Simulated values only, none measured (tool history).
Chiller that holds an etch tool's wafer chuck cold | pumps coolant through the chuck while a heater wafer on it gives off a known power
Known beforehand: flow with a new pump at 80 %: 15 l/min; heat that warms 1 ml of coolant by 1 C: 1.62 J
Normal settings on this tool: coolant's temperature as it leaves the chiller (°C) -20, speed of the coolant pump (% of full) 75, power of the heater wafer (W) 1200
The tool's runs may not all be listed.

run	hour	coolant's temperature as it leaves the chiller (°C)	speed of the coolant pump (% of full)	power of the heater wafer (W)	chuck's temperature once it has settled (°C)	how much warmer the coolant comes back (C)
1	0	-20	75	1200	-8.1	3.42
2	72.7	-20	75	1200	-8.3	3.4
3	187.3	-20	75	685	-13.2	1.98
4	304.6	-20	75	685	-13	1.97
5	388.6	-13	75	1200	-0.9	3.46
6	480.2	-13	75	1200	-1	3.42
7	632.6	-17	75	1200	-4.8	3.45
8	782.1	-17	66	1200	-3.6	3.94
9	913.7	-20	75	1200	-7.6	3.39
10	981.6	-20	75	1200	-7.5	3.4
11	1078	-20	75	1200	-7.4	3.5
12	1158.6	-20	97	1200	-9.3	2.64
13	1238.1	-20	75	1200	-7.6	3.46
14	1333.5	-20	75	1200	-7.3	3.48
15	1424.1	-20	75	1200	-7.3	3.49
# hour 1577.1: coolant changed, channels flushed
16	1577.1	-20	75	1302	-9.7	3.8
17	1645.8	-20	75	1302	-9.6	3.81
18	1802	-20	75	1302	-9.5	3.85
19	1909.3	-12	62	1420	1.2	5.12
20	2006	-21	75	1364	-9.8	3.99
# hour 2109.8: chiller's thermometer calibrated
21	2131.9	-20	64	878	-11.7	3.1
22	2243	-20	64	878	-11.9	3.1
23	2357.6	-14	64	744	-7.1	2.63
24	2471.8	-20	82	986	-12.1	2.7
25	2607.9	-20	82	986	-12	2.65
26	2744.7	-20	67	1235	-8.8	4.2
27	2901.1	-20	84	1396	-8.9	3.72
28	3049	-20	84	1396	-8.7	3.7
29	3180.2	-14	71	1663	0.9	5.36
30	3318.7	-13	92	1663	-0.1	4.06
31	3433.5	-28	95	1200	-19.1	2.76
32	3504.8	-25	78	1121	-15.1	3.29
33	3645.1	-26	99	1200	-17.1	2.72

3 ways to go on from here, each from the tool as it stands after run 33. What would each give?
A	3799.9	-21	71	800	?	?
B	3799.9	-20	62	1200	?	?
C	3799.9	-25	99	1200	?	?

run	chuck's temperature once it has settled (°C)	how much warmer the coolant comes back (C)
A	-13.6	2.59
B	-7.8	4.52
C	-16	2.73
What these runs would have given with no unlogged condition in the tool:
run	chuck's temperature once it has settled (°C)	how much warmer the coolant comes back (C)
A	-14.6	2.24
B	-9.6	3.91
C	-17.3	2.36
